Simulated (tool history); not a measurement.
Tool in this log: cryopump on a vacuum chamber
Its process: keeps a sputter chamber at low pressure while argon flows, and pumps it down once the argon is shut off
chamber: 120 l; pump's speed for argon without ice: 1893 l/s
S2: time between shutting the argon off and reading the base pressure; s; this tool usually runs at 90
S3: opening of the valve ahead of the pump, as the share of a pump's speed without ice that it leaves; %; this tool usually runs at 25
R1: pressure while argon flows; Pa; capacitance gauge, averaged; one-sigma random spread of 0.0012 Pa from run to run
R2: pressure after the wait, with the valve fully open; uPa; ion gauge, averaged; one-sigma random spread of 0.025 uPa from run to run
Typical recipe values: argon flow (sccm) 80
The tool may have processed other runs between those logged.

{"run": 1, "hour": 0.0, "argon flow (sccm)": 80, "S2": 90, "S3": 25, "R1": 0.2919, "R2": 1.04}
{"run": 2, "hour": 19.6, "argon flow (sccm)": 80, "S2": 90, "S3": 35, "R1": 0.2109, "R2": 0.99}
{"run": 3, "hour": 40.7, "argon flow (sccm)": 80, "S2": 90, "S3": 25, "R1": 0.2942, "R2": 1.02}
{"run": 4, "hour": 64.7, "argon flow (sccm)": 80, "S2": 90, "S3": 25, "R1": 0.2947, "R2": 1.05}
{"run": 5, "hour": 75.8, "argon flow (sccm)": 80, "S2": 90, "S3": 25, "R1": 0.2939, "R2": 1.03}
{"run": 6, "hour": 93.4, "argon flow (sccm)": 80, "S2": 90, "S3": 25, "R1": 0.2925, "R2": 1.05}
{"run": 7, "hour": 111.0, "argon flow (sccm)": 80, "S2": 172, "S3": 25, "R1": 0.2907, "R2": 0.7}
{"run": 8, "hour": 125.9, "argon flow (sccm)": 80, "S2": 172, "S3": 25, "R1": 0.2954, "R2": 0.68}
{"run": 9, "hour": 140.1, "argon flow (sccm)": 80, "S2": 182, "S3": 25, "R1": 0.2945, "R2": 0.7}
{"run": 10, "hour": 152.5, "argon flow (sccm)": 79, "S2": 90, "S3": 25, "R1": 0.2908, "R2": 1.04}
{"run": 11, "hour": 162.7, "argon flow (sccm)": 80, "S2": 90, "S3": 45, "R1": 0.1698, "R2": 1.04}
{"run": 12, "hour": 175.5, "argon flow (sccm)": 80, "S2": 90, "S3": 45, "R1": 0.1686, "R2": 1.06}
{"run": 13, "hour": 195.1, "argon flow (sccm)": 80, "S2": 90, "S3": 25, "R1": 0.2964, "R2": 1.08}
{"run": 14, "hour": 206.2, "argon flow (sccm)": 80, "S2": 90, "S3": 25, "R1": 0.2971, "R2": 1.07}
{"run": 15, "hour": 220.3, "argon flow (sccm)": 80, "S2": 194, "S3": 25, "R1": 0.2991, "R2": 0.69}
{"run": 16, "hour": 236.9, "argon flow (sccm)": 80, "S2": 194, "S3": 48, "R1": 0.1611, "R2": 0.66}
{"run": 17, "hour": 255.4, "argon flow (sccm)": 80, "S2": 194, "S3": 48, "R1": 0.1618, "R2": 0.64}
{"run": 18, "hour": 269.0, "argon flow (sccm)": 122, "S2": 35, "S3": 17, "R1": 0.6583, "R2": 2.4}
{"run": 19, "hour": 283.0, "argon flow (sccm)": 49, "S2": 90, "S3": 42, "R1": 0.1118, "R2": 1.1}
{"run": 20, "hour": 300.7, "argon flow (sccm)": 49, "S2": 90, "S3": 42, "R1": 0.1116, "R2": 1.08}
{"run": 21, "hour": 325.0, "argon flow (sccm)": 147, "S2": 195, "S3": 50, "R1": 0.2872, "R2": 0.69}
{"run": 22, "hour": 340.4, "argon flow (sccm)": 49, "S2": 42, "S3": 40, "R1": 0.1165, "R2": 2.12}
{"run": 23, "hour": 361.8, "argon flow (sccm)": 49, "S2": 42, "S3": 40, "R1": 0.119, "R2": 2.01}
{"run": 24, "hour": 382.4, "argon flow (sccm)": 49, "S2": 42, "S3": 40, "R1": 0.1183, "R2": 2.0}
{"run": 25, "hour": 394.6, "argon flow (sccm)": 49, "S2": 49, "S3": 46, "R1": 0.1043, "R2": 1.83}
{"run": 26, "hour": 412.8, "argon flow (sccm)": 49, "S2": 49, "S3": 46, "R1": 0.1048, "R2": 1.7}
{"run": 27, "hour": 435.5, "argon flow (sccm)": 80, "S2": 165, "S3": 20, "R1": 0.3776, "R2": 0.79}
{"run": 28, "hour": 459.8, "argon flow (sccm)": 80, "S2": 165, "S3": 20, "R1": 0.3733, "R2": 0.77}
{"run": 29, "hour": 476.0, "argon flow (sccm)": 54, "S2": 22, "S3": 17, "R1": 0.295, "R2": 3.69}

Branching from run 29: 5 alternative next runs. What would each branch give?
{"run": "A", "hour": 487.3, "argon flow (sccm)": 44, "S2": 24, "S3": 23, "R1": "?", "R2": "?"}
{"run": "B", "hour": 487.3, "argon flow (sccm)": 129, "S2": 90, "S3": 25, "R1": "?", "R2": "?"}
{"run": "C", "hour": 487.3, "argon flow (sccm)": 49, "S2": 22, "S3": 17, "R1": "?", "R2": "?"}
{"run": "D", "hour": 487.3, "argon flow (sccm)": 80, "S2": 90, "S3": 19, "R1": "?", "R2": "?"}
{"run": "E", "hour": 487.3, "argon flow (sccm)": 72, "S2": 22, "S3": 17, "R1": "?", "R2": "?"}

run=A R1=0.1791 R2=3.24
run=B R1=0.4888 R2=1.13
run=C R1=0.2687 R2=3.66
run=D R1=0.3947 R2=1.13
run=E R1=0.3954 R2=3.62
With the hidden condition removed and each run's random variation left untouched, the same runs would have given:
run=A R1=0.1696 R2=3.05
run=B R1=0.4611 R2=0.93
run=C R1=0.2582 R2=3.46
run=D R1=0.3774 R2=0.93
run=E R1=0.3799 R2=3.42
